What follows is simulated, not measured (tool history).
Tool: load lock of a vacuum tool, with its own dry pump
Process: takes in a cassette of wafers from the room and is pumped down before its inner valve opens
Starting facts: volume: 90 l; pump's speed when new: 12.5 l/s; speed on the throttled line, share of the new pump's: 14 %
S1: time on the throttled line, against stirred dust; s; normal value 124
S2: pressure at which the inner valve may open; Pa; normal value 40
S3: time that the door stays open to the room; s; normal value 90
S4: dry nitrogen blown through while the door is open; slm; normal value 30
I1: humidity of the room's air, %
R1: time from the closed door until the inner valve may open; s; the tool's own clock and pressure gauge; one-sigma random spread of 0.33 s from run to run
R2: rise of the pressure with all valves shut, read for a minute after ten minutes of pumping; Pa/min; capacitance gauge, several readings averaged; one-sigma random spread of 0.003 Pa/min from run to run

| run | hour | S1 | S2 | S3 | S4 | I1 | R1 | R2 |
|---|---|---|---|---|---|---|---|---|
| 1 | 0.0 | 124 | 40 | 90 | 30 | 42.2 | 161.6 | 0.029 |
| 2 | 81.5 | 124 | 40 | 90 | 29 | 48.3 | 161.9 | 0.036 |
| 3 | 203.5 | 124 | 40 | 90 | 29 | 45.4 | 162.3 | 0.033 |
| 4 | 325.9 | 124 | 40 | 90 | 29 | 45.7 | 162.8 | 0.038 |
| 5 | 469.7 | 124 | 40 | 90 | 29 | 45.9 | 163.2 | 0.038 |
| 6 | 566.1 | 80 | 40 | 90 | 30 | 45.3 | 124.6 | 0.033 |
| 7 | 716.2 | 124 | 53 | 90 | 30 | 45.9 | 160.2 | 0.037 |
| 8 | 819.8 | 124 | 53 | 90 | 30 | 45.4 | 160.5 | 0.043 |
| 9 | 981.7 | 101 | 53 | 90 | 30 | 42.9 | 141.2 | 0.034 |
| 10 | 1086.3 | 101 | 53 | 90 | 30 | 46.5 | 141.4 | 0.042 |
| 11 | 1224.5 | 101 | 53 | 90 | 30 | 46.2 | 140.6 | 0.040 |
| 12 | 1372.9 | 101 | 53 | 90 | 30 | 44.5 | 141.6 | 0.038 |
| 13 | 1514.8 | 124 | 40 | 90 | 30 | 44.1 | 162.3 | 0.041 |
| 14 | 1608.4 | 124 | 42 | 90 | 30 | 42.4 | 162.7 | 0.039 |
| 15 | 1726.4 | 124 | 42 | 90 | 30 | 45.8 | 162.7 | 0.046 |
| 16 | 1866.6 | 124 | 42 | 90 | 30 | 45.0 | 162.3 | 0.050 |
| 17 | 1972.3 | 124 | 42 | 90 | 30 | 46.3 | 162.7 | 0.045 |
| 18 | 2170.7 | 124 | 42 | 90 | 30 | 45.8 | 163.4 | 0.043 |
| 19 | 2312.6 | 86 | 29 | 90 | 30 | 46.1 | 132.9 | 0.049 |
| 20 | 2486.8 | 86 | 29 | 90 | 30 | 45.5 | 133.5 | 0.050 |
| 21 | 2572.5 | 134 | 41 | 25 | 17 | 46.0 | 171.5 | 0.044 |
| 22 | 2697.2 | 220 | 29 | 90 | 9 | 42.2 | 248.8 | 0.071 |
| 23 | 2825.4 | 220 | 29 | 90 | 9 | 44.7 | 247.4 | 0.075 |
| 24 | 2986.7 | 104 | 67 | 49 | 13 | 41.0 | 142.9 | 0.051 |
| 25 | 3140.2 | 104 | 67 | 49 | 13 | 45.2 | 143.1 | 0.056 |
| 26 | 3303.0 | 104 | 67 | 49 | 13 | 43.7 | 142.4 | 0.056 |
| 27 | 3416.3 | 124 | 47 | 90 | 9 | 45.8 | 162.1 | 0.078 |
| 28 | 3599.0 | 124 | 47 | 90 | 9 | 45.3 | 162.5 | 0.079 |
| 29 | 3704.4 | 82 | 40 | 80 | 30 | 49.1 | 128.0 | 0.054 |
| 30 | 3820.0 | 82 | 40 | 80 | 30 | 46.0 | 127.6 | 0.055 |
| 31 | 3906.0 | 158 | 40 | 80 | 30 | 42.7 | 192.5 | 0.052 |
| 32 | 4061.3 | 115 | 40 | 96 | 30 | 43.5 | 155.9 | 0.065 |
| 33 | 4226.9 | 115 | 40 | 96 | 30 | 44.4 | 156.4 | 0.060 |
| 34 | 4317.4 | 111 | 40 | 42 | 30 | 46.1 | 152.7 | 0.052 |
| 35 | 4399.2 | 134 | 40 | 42 | 19 | 46.7 | 172.4 | 0.058 |
| 36 | 4529.4 | 134 | 40 | 42 | 19 | 48.4 | 172.4 | 0.060 |

Hidden state or all else? Some run-to-run changes of R1, split into what the settings, what came in and random variation would give without the hidden state, and what is left for the hidden state (with any gauge scatter that isn't in both results):
Hidden state present: pump's speed, % of a new pump's; leak at the door's seal, Pa l/s; drift of the gauge itself on ready_s, %; drift of the gauge itself on rise_pa_min, %.
Run 21 -> 22: S1 134 -> 220, S2 41 -> 29, S3 25 -> 90, S4 17 -> 9. R1 +77.3 s: hidden state +0.0, all else +77.3.
Run 23 -> 24: S1 220 -> 104, S2 29 -> 67, S3 90 -> 49, S4 9 -> 13. R1 -104.5 s: hidden state +0.2, all else -104.7.
Run 28 -> 29: S1 124 -> 82, S2 47 -> 40, S3 90 -> 80, S4 9 -> 30. R1 -34.5 s: hidden state +0.2, all else -34.7.
Run 30 -> 31: S1 82 -> 158. R1 +64.9 s: hidden state -0.2, all else +65.1.
Run 31 -> 32: S1 158 -> 115, S3 80 -> 96. R1 -36.6 s: hidden state +0.3, all else -36.9.
